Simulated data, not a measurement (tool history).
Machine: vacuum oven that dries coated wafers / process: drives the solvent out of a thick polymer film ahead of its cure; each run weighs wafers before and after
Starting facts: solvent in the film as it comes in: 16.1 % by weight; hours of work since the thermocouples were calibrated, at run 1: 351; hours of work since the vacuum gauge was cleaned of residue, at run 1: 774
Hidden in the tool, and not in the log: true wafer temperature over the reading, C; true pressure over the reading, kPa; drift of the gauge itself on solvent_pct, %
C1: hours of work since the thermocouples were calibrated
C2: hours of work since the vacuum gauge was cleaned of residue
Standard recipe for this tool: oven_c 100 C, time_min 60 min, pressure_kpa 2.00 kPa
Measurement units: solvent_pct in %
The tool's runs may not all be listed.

{"run": 1, "hour": 0.0, "oven_c": 100, "time_min": 60, "pressure_kpa": 2.0, "C1": 351, "C2": 774, "solvent_pct": 3.24}
{"run": 2, "hour": 27.4, "oven_c": 100, "time_min": 42, "pressure_kpa": 2.0, "C1": 363, "C2": 786, "solvent_pct": 4.73}
{"run": 3, "hour": 44.4, "oven_c": 100, "time_min": 42, "pressure_kpa": 2.0, "C1": 369, "C2": 793, "solvent_pct": 4.83}
{"run": 4, "hour": 66.8, "oven_c": 100, "time_min": 60, "pressure_kpa": 2.0, "C1": 379, "C2": 802, "solvent_pct": 3.16}
{"run": 5, "hour": 89.1, "oven_c": 100, "time_min": 39, "pressure_kpa": 2.0, "C1": 388, "C2": 811, "solvent_pct": 5.14}
{"run": 6, "hour": 114.4, "oven_c": 108, "time_min": 39, "pressure_kpa": 2.0, "C1": 398, "C2": 821, "solvent_pct": 2.82}
{"run": 7, "hour": 135.5, "oven_c": 100, "time_min": 60, "pressure_kpa": 2.0, "C1": 407, "C2": 830, "solvent_pct": 3.18}
{"run": 8, "hour": 152.2, "oven_c": 100, "time_min": 60, "pressure_kpa": 2.0, "C1": 414, "C2": 837, "solvent_pct": 3.24}
{"run": 9, "hour": 166.7, "oven_c": 100, "time_min": 60, "pressure_kpa": 2.13, "C1": 420, "C2": 843, "solvent_pct": 3.17}
{"run": 10, "hour": 185.3, "oven_c": 100, "time_min": 60, "pressure_kpa": 2.13, "C1": 427, "C2": 850, "solvent_pct": 3.26}
{"run": 11, "hour": 202.3, "oven_c": 100, "time_min": 60, "pressure_kpa": 2.0, "C1": 434, "C2": 857, "solvent_pct": 3.25}
{"run": 12, "hour": 214.5, "oven_c": 100, "time_min": 60, "pressure_kpa": 2.0, "C1": 439, "C2": 862, "solvent_pct": 3.21}
{"run": 13, "hour": 232.9, "oven_c": 100, "time_min": 60, "pressure_kpa": 2.0, "C1": 447, "C2": 870, "solvent_pct": 3.27}
{"hour": 236.3, "done": "vacuum gauge cleaned of residue and calibrated"}
{"run": 14, "hour": 253.3, "oven_c": 100, "time_min": 58, "pressure_kpa": 2.0, "C1": 454, "C2": 7, "solvent_pct": 3.4}
{"run": 15, "hour": 280.8, "oven_c": 100, "time_min": 60, "pressure_kpa": 5.0, "C1": 466, "C2": 18, "solvent_pct": 3.56}
{"run": 16, "hour": 305.0, "oven_c": 100, "time_min": 60, "pressure_kpa": 2.0, "C1": 475, "C2": 28, "solvent_pct": 3.29}
{"run": 17, "hour": 317.6, "oven_c": 100, "time_min": 60, "pressure_kpa": 2.0, "C1": 481, "C2": 33, "solvent_pct": 3.3}
{"run": 18, "hour": 345.8, "oven_c": 105, "time_min": 42, "pressure_kpa": 1.15, "C1": 492, "C2": 45, "solvent_pct": 3.33}
{"run": 19, "hour": 359.1, "oven_c": 108, "time_min": 42, "pressure_kpa": 1.11, "C1": 498, "C2": 50, "solvent_pct": 2.45}
{"run": 20, "hour": 383.7, "oven_c": 113, "time_min": 60, "pressure_kpa": 2.0, "C1": 508, "C2": 60, "solvent_pct": 0.83}
{"hour": 392.2, "done": "vacuum gauge cleaned of residue and calibrated, once more"}
{"run": 21, "hour": 407.5, "oven_c": 113, "time_min": 60, "pressure_kpa": 2.0, "C1": 517, "C2": 6, "solvent_pct": 0.82}
{"run": 22, "hour": 427.6, "oven_c": 113, "time_min": 60, "pressure_kpa": 2.0, "C1": 525, "C2": 14, "solvent_pct": 0.8}
{"run": 23, "hour": 455.8, "oven_c": 93, "time_min": 38, "pressure_kpa": 1.0, "C1": 537, "C2": 26, "solvent_pct": 7.25}
{"run": 24, "hour": 484.8, "oven_c": 85, "time_min": 32, "pressure_kpa": 2.18, "C1": 548, "C2": 38, "solvent_pct": 9.96}
{"run": 25, "hour": 501.3, "oven_c": 96, "time_min": 32, "pressure_kpa": 3.17, "C1": 555, "C2": 45, "solvent_pct": 7.4}
{"run": 26, "hour": 521.5, "oven_c": 94, "time_min": 60, "pressure_kpa": 2.0, "C1": 563, "C2": 53, "solvent_pct": 4.96}
{"run": 27, "hour": 539.1, "oven_c": 108, "time_min": 60, "pressure_kpa": 2.63, "C1": 571, "C2": 60, "solvent_pct": 1.54}
{"run": 28, "hour": 554.0, "oven_c": 95, "time_min": 66, "pressure_kpa": 6.3, "C1": 577, "C2": 66, "solvent_pct": 5.28}
{"run": 29, "hour": 571.7, "oven_c": 100, "time_min": 94, "pressure_kpa": 6.04, "C1": 584, "C2": 73, "solvent_pct": 2.42}
{"run": 30, "hour": 595.6, "oven_c": 100, "time_min": 43, "pressure_kpa": 1.22, "C1": 594, "C2": 83, "solvent_pct": 4.7}
{"run": 31, "hour": 610.9, "oven_c": 100, "time_min": 43, "pressure_kpa": 1.22, "C1": 600, "C2": 89, "solvent_pct": 4.69}
{"run": 32, "hour": 627.9, "oven_c": 100, "time_min": 43, "pressure_kpa": 1.22, "C1": 607, "C2": 96, "solvent_pct": 4.56}
{"run": 33, "hour": 654.6, "oven_c": 87, "time_min": 82, "pressure_kpa": 2.31, "C1": 618, "C2": 107, "solvent_pct": 5.91}

Selected run-to-run steps in solvent_pct, each split into two signed amounts: the part the tool would show with no hidden state at all (from settings, incoming material and random variation), and the remainder, which goes to the hidden state together with any gauge scatter not common to the measured and the hidden-state-free results:
Run 22 -> 23: oven_c 113 -> 93, time_min 60 -> 38, pressure_kpa 2.00 -> 1.00. solvent_pct +6.45 %: hidden state +0.22, all else +6.23.
Run 26 -> 27: oven_c 94 -> 108, pressure_kpa 2.00 -> 2.63. solvent_pct -3.42 %: hidden state -0.17, all else -3.25.
Run 27 -> 28: oven_c 108 -> 95, time_min 60 -> 66, pressure_kpa 2.63 -> 6.30. solvent_pct +3.74 %: hidden state +0.19, all else +3.55.

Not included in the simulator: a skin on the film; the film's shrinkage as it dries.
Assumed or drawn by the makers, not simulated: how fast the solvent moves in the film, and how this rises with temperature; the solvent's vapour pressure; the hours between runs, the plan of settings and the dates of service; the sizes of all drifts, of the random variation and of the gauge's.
